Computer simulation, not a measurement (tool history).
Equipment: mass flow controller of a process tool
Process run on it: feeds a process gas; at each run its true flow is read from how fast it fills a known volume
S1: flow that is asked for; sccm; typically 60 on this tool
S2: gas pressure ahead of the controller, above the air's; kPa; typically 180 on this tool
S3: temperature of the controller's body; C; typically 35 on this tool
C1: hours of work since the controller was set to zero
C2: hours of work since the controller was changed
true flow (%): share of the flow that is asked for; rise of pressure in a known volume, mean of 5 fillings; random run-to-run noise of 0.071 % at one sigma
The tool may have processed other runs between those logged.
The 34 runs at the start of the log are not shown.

{"run": 35, "day": 174.396, "S1": 49, "S2": 197, "S3": 34, "C1": 880, "C2": 4799, "true flow (%)": 96.87}
{"run": 36, "day": 179.688, "S1": 49, "S2": 197, "S3": 34, "C1": 980, "C2": 4898, "true flow (%)": 96.7}
{"run": 37, "day": 187.175, "S1": 49, "S2": 197, "S3": 34, "C1": 1120, "C2": 5038, "true flow (%)": 96.55}
{"run": 38, "day": 193.967, "S1": 49, "S2": 197, "S3": 34, "C1": 1247, "C2": 5165, "true flow (%)": 96.52}
{"run": 39, "day": 198.383, "S1": 49, "S2": 197, "S3": 34, "C1": 1330, "C2": 5248, "true flow (%)": 96.27}
{"run": 40, "day": 203.212, "S1": 49, "S2": 197, "S3": 34, "C1": 1420, "C2": 5338, "true flow (%)": 96.33}
{"run": 41, "day": 208.946, "S1": 98, "S2": 152, "S3": 34, "C1": 1528, "C2": 5446, "true flow (%)": 96.69}
{"run": 42, "day": 214.354, "S1": 60, "S2": 255, "S3": 35, "C1": 1629, "C2": 5547, "true flow (%)": 96.75}
{"run": 43, "day": 221.258, "S1": 199, "S2": 255, "S3": 37, "C1": 1758, "C2": 5677, "true flow (%)": 97.97}
{"run": 44, "day": 225.392, "S1": 42, "S2": 277, "S3": 30, "C1": 1836, "C2": 5754, "true flow (%)": 95.64}
{"run": 45, "day": 229.25, "S1": 34, "S2": 157, "S3": 30, "C1": 1908, "C2": 5826, "true flow (%)": 94.62}
{"run": 46, "day": 233.442, "S1": 34, "S2": 157, "S3": 30, "C1": 1987, "C2": 5905, "true flow (%)": 94.51}
{"run": 47, "day": 238.108, "S1": 72, "S2": 157, "S3": 37, "C1": 2074, "C2": 5992, "true flow (%)": 96.19}
{"run": 48, "day": 241.288, "S1": 72, "S2": 157, "S3": 37, "C1": 2134, "C2": 6052, "true flow (%)": 96.06}
{"run": 49, "day": 244.808, "S1": 28, "S2": 180, "S3": 25, "C1": 2200, "C2": 6118, "true flow (%)": 93.42}

Alternative continuations, all from the tool just after run 49; predict every row:
{"run": "A", "day": 250.871, "S1": 60, "S2": 226, "S3": 35, "C1": 2313, "C2": 6231, "true flow (%)": "?"}
{"run": "B", "day": 250.871, "S1": 129, "S2": 249, "S3": 25, "C1": 2313, "C2": 6231, "true flow (%)": "?"}
{"run": "C", "day": 250.871, "S1": 28, "S2": 206, "S3": 25, "C1": 2313, "C2": 6231, "true flow (%)": "?"}

run=A true_flow_(%)=95.91
run=B true_flow_(%)=95.95
run=C true_flow_(%)=93.33
Had the tool no hidden state, the same runs would have come out as:
run=A true_flow_(%)=100.42
run=B true_flow_(%)=99.81
run=C true_flow_(%)=99.23
